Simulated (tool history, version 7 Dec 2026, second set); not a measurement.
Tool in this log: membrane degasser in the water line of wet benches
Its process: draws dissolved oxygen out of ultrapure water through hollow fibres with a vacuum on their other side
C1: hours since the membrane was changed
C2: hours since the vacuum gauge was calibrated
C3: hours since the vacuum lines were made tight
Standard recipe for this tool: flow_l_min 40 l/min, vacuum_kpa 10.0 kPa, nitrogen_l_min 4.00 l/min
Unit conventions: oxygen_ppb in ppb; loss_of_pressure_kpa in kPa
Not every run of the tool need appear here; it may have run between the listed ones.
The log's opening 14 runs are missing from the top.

Run 15, hour 2029.8: usual settings but vacuum_kpa 12.6 kPa; C1 7842; C2 3638; C3 5776. Result: oxygen_ppb 362.5 ppb, loss_of_pressure_kpa 62.96 kPa.
Run 16, hour 2194.7: usual settings but vacuum_kpa 12.6 kPa; C1 8007; C2 3803; C3 5941. Result: oxygen_ppb 363.5 ppb, loss_of_pressure_kpa 62.87 kPa.
Run 17, hour 2327.0: usual settings but vacuum_kpa 7.0 kPa, nitrogen_l_min 4.48 l/min; C1 8140; C2 3935; C3 6074. Result: oxygen_ppb 231.5 ppb, loss_of_pressure_kpa 62.69 kPa.
Run 18, hour 2468.7: usual settings but flow_l_min 36 l/min, vacuum_kpa 9.2 kPa; C1 8281; C2 4077; C3 6215. Result: oxygen_ppb 251.6 ppb, loss_of_pressure_kpa 56.64 kPa.
Run 19, hour 2612.0: usual settings but flow_l_min 36 l/min, vacuum_kpa 9.2 kPa; C1 8425; C2 4220; C3 6359. Result: oxygen_ppb 253.5 ppb, loss_of_pressure_kpa 56.74 kPa.
Run 20, hour 2702.5: usual settings but flow_l_min 27 l/min, vacuum_kpa 9.2 kPa, nitrogen_l_min 6.94 l/min; C1 8515; C2 4311; C3 6449. Result: oxygen_ppb 127.9 ppb, loss_of_pressure_kpa 42.47 kPa.
Run 21, hour 2888.2: usual settings but flow_l_min 47 l/min, vacuum_kpa 8.9 kPa, nitrogen_l_min 3.40 l/min; C1 8701; C2 4496; C3 6635. Result: oxygen_ppb 384.0 ppb, loss_of_pressure_kpa 74.49 kPa.
Run 22, hour 2977.9: usual settings but flow_l_min 47 l/min, vacuum_kpa 8.9 kPa, nitrogen_l_min 3.40 l/min; C1 8791; C2 4586; C3 6725. Result: oxygen_ppb 382.9 ppb, loss_of_pressure_kpa 74.39 kPa.
Run 23, hour 3108.6: usual settings but flow_l_min 39 l/min, vacuum_kpa 8.9 kPa, nitrogen_l_min 7.23 l/min; C1 8921; C2 4717; C3 6855. Result: oxygen_ppb 221.5 ppb, loss_of_pressure_kpa 62.00 kPa.
Run 24, hour 3211.8: usual settings but flow_l_min 39 l/min, vacuum_kpa 8.9 kPa, nitrogen_l_min 7.23 l/min; C1 9024; C2 4820; C3 6958. Result: oxygen_ppb 229.6 ppb, loss_of_pressure_kpa 61.25 kPa.
Run 25, hour 3305.6: usual settings but flow_l_min 46 l/min, nitrogen_l_min 3.17 l/min; C1 9118; C2 4914; C3 7052. Result: oxygen_ppb 422.1 ppb, loss_of_pressure_kpa 73.19 kPa.
At hour 3340.3: seals of the vacuum lines changed.
Run 26, hour 3499.7: usual settings but flow_l_min 46 l/min, nitrogen_l_min 3.17 l/min; C1 9310; C2 5106; C3 159. Result: oxygen_ppb 428.6 ppb, loss_of_pressure_kpa 73.34 kPa.
Run 27, hour 3664.1: usual settings but flow_l_min 26 l/min, vacuum_kpa 7.9 kPa; C1 9475; C2 5270; C3 324. Result: oxygen_ppb 138.9 ppb, loss_of_pressure_kpa 41.17 kPa.
At hour 3819.3: vacuum gauge calibrated.
Run 28, hour 3826.3: usual settings but vacuum_kpa 15.2 kPa, nitrogen_l_min 3.40 l/min; C1 9636; C2 7; C3 486. Result: oxygen_ppb 464.4 ppb, loss_of_pressure_kpa 63.94 kPa.
Run 29, hour 3961.9: usual settings but flow_l_min 46 l/min, vacuum_kpa 7.1 kPa; C1 9772; C2 143; C3 621. Result: oxygen_ppb 299.6 ppb, loss_of_pressure_kpa 73.02 kPa.
Run 30, hour 4083.9: usual settings but vacuum_kpa 24.1 kPa; C1 9894; C2 265; C3 743. Result: oxygen_ppb 606.2 ppb, loss_of_pressure_kpa 63.60 kPa.
Run 31, hour 4232.4: usual settings but vacuum_kpa 15.3 kPa; C1 10043; C2 413; C3 892. Result: oxygen_ppb 422.2 ppb, loss_of_pressure_kpa 64.27 kPa.
Run 32, hour 4345.1: usual settings but vacuum_kpa 16.5 kPa, nitrogen_l_min 4.19 l/min; C1 10155; C2 526; C3 1004. Result: oxygen_ppb 444.1 ppb, loss_of_pressure_kpa 64.26 kPa.

Here are 4 independent what-if runs from the current tool condition. What would each one return?
Run A, hour 4476.1: usual settings but vacuum_kpa 16.5 kPa, nitrogen_l_min 4.19 l/min; C1 10286; C2 657; C3 1135. Result: oxygen_ppb ?, loss_of_pressure_kpa ?.
Run B, hour 4476.1: usual settings but vacuum_kpa 25.0 kPa, nitrogen_l_min 3.43 l/min; C1 10286; C2 657; C3 1135. Result: oxygen_ppb ?, loss_of_pressure_kpa ?.
Run C, hour 4476.1: usual settings but flow_l_min 48 l/min, vacuum_kpa 6.8 kPa, nitrogen_l_min 3.64 l/min; C1 10286; C2 657; C3 1135. Result: oxygen_ppb ?, loss_of_pressure_kpa ?.
Run D, hour 4476.1: usual settings but vacuum_kpa 16.5 kPa, nitrogen_l_min 5.94 l/min; C1 10286; C2 657; C3 1135. Result: oxygen_ppb ?, loss_of_pressure_kpa ?.

run  oxygen_ppb  loss_of_pressure_kpa
  A       444.7                 64.45
  B       698.6                 63.90
  C       326.1                 76.81
  D       361.3                 63.86
The same runs, with their run-to-run variation unchanged, on a tool lacking any hidden condition would have given:
run  oxygen_ppb  loss_of_pressure_kpa
  A       398.6                 59.28
  B       654.5                 58.74
  C       265.2                 70.63
  D       315.6                 58.71
